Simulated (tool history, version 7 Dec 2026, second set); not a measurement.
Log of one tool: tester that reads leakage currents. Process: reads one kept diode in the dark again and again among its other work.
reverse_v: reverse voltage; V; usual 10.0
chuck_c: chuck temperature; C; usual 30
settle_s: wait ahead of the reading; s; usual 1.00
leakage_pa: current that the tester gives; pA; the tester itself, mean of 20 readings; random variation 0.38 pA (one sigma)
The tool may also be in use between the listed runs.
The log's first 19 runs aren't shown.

run,hour,reverse_v,chuck_c,settle_s,hours of work since the probe card was cleaned,hours of work since the tester was calibrated,hours of work since the chuck was calibrated,leakage_pa
20,1334.3,5.1,30,1.00,2387,112,472,101.81
21,1380.3,5.1,30,1.00,2420,145,505,101.92
22,1486.4,16.2,31,0.80,2496,221,581,204.32
23,1592.6,1.1,36,0.50,2572,297,657,71.47
24,1646.4,2.9,54,0.71,2611,336,696,335.80
# hour 1689.5: probe card cleaned and baked
25,1734.3,2.9,54,0.71,32,397,757,326.42
26,1820.8,2.9,54,4.04,94,459,819,323.42
27,1891.7,2.9,54,4.04,145,510,870,324.62
28,1953.5,16.3,30,7.29,189,554,914,147.97
29,2020.0,7.8,28,1.00,237,602,962,95.83
30,2127.0,7.8,28,1.00,314,679,1039,95.70
31,2209.5,7.8,32,1.15,373,738,1098,125.60
32,2313.7,5.8,49,0.87,448,813,1173,325.37
33,2363.9,10.0,39,2.12,484,849,1209,220.11
34,2428.2,18.2,43,1.02,530,895,1255,376.39

4 ways to go on from here, each from the tool as it stands after run 34. What would each give?
A,2509.8,16.4,30,1.00,589,953,1313,?
B,2509.8,1.9,43,1.02,589,953,1313,?
C,2509.8,18.2,27,2.06,589,953,1313,?
D,2509.8,8.2,30,1.00,589,953,1313,?

run,leakage_pa
A,159.03
B,135.46
C,135.10
D,113.10
Without the tool's hidden state the same runs would have given:
run,leakage_pa
A,155.75
B,139.87
C,129.90
D,113.03
